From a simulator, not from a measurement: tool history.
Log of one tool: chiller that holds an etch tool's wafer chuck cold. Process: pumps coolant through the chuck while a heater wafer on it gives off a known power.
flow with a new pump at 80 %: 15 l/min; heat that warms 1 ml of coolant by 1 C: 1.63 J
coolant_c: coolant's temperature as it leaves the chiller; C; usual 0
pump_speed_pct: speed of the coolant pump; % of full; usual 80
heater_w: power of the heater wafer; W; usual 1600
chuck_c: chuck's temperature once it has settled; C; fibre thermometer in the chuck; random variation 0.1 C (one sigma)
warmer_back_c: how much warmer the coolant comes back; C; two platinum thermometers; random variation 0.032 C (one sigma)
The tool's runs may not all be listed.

run 1 day=0 | coolant_c=0 pump_speed_pct=80 heater_w=1600 | chuck_c=14.8 warmer_back_c=4.08
run 2 day=2.8 | coolant_c=0 pump_speed_pct=80 heater_w=1600 | chuck_c=14.9 warmer_back_c=4.05
run 3 day=7.708 | coolant_c=0 pump_speed_pct=80 heater_w=1600 | chuck_c=15.1 warmer_back_c=4.13
run 4 day=12.596 | coolant_c=0 pump_speed_pct=80 heater_w=1600 | chuck_c=15.2 warmer_back_c=4.16
run 5 day=16.238 | coolant_c=0 pump_speed_pct=80 heater_w=1787 | chuck_c=16.9 warmer_back_c=4.52
run 6 day=21.35 | coolant_c=0 pump_speed_pct=80 heater_w=1787 | chuck_c=16.9 warmer_back_c=4.59
run 7 day=23.983 | coolant_c=0 pump_speed_pct=80 heater_w=1787 | chuck_c=16.6 warmer_back_c=4.66
run 8 day=28.858 | coolant_c=0 pump_speed_pct=80 heater_w=1787 | chuck_c=17 warmer_back_c=4.62
-- day=29.375 coolant pump overhauled
run 9 day=31.808 | coolant_c=0 pump_speed_pct=80 heater_w=1512 | chuck_c=14.6 warmer_back_c=3.92
run 10 day=35.738 | coolant_c=0 pump_speed_pct=93 heater_w=819 | chuck_c=7.5 warmer_back_c=1.82
run 11 day=39.279 | coolant_c=0 pump_speed_pct=80 heater_w=2162 | chuck_c=20.9 warmer_back_c=5.65
run 12 day=43.238 | coolant_c=-5 pump_speed_pct=61 heater_w=1669 | chuck_c=13.8 warmer_back_c=5.68
run 13 day=46.588 | coolant_c=-6 pump_speed_pct=98 heater_w=1503 | chuck_c=7.3 warmer_back_c=3.25
-- day=47.088 chiller's thermometer calibrated
run 14 day=50.246 | coolant_c=-8 pump_speed_pct=95 heater_w=1379 | chuck_c=4.1 warmer_back_c=3.04
run 15 day=53.912 | coolant_c=-8 pump_speed_pct=95 heater_w=1714 | chuck_c=6.9 warmer_back_c=3.82
-- day=58.088 coolant pump overhauled, once more
run 16 day=58.892 | coolant_c=-6 pump_speed_pct=70 heater_w=900 | chuck_c=2.8 warmer_back_c=2.52
run 17 day=62.321 | coolant_c=3 pump_speed_pct=90 heater_w=1961 | chuck_c=20.2 warmer_back_c=4.28
run 18 day=65.792 | coolant_c=-6 pump_speed_pct=73 heater_w=1296 | chuck_c=6.7 warmer_back_c=3.47

4 ways to go on from here, each from the tool as it stands after run 18. What would each give?
run A day=69.979 | coolant_c=-6 pump_speed_pct=67 heater_w=1232 | chuck_c=? warmer_back_c=?
run B day=69.979 | coolant_c=0 pump_speed_pct=77 heater_w=869 | chuck_c=? warmer_back_c=?
run C day=69.979 | coolant_c=-6 pump_speed_pct=63 heater_w=1296 | chuck_c=? warmer_back_c=?
run D day=69.979 | coolant_c=0 pump_speed_pct=78 heater_w=1187 | chuck_c=? warmer_back_c=?

run=A chuck_c=6.7 warmer_back_c=3.55
run=B chuck_c=8.3 warmer_back_c=2.2
run=C chuck_c=7.7 warmer_back_c=4.01
run=D chuck_c=11.1 warmer_back_c=2.97
Without the tool's hidden state the same runs would have given:
run=A chuck_c=4.8 warmer_back_c=3.55
run=B chuck_c=7.1 warmer_back_c=2.2
run=C chuck_c=5.6 warmer_back_c=4.02
run=D chuck_c=9.4 warmer_back_c=2.97
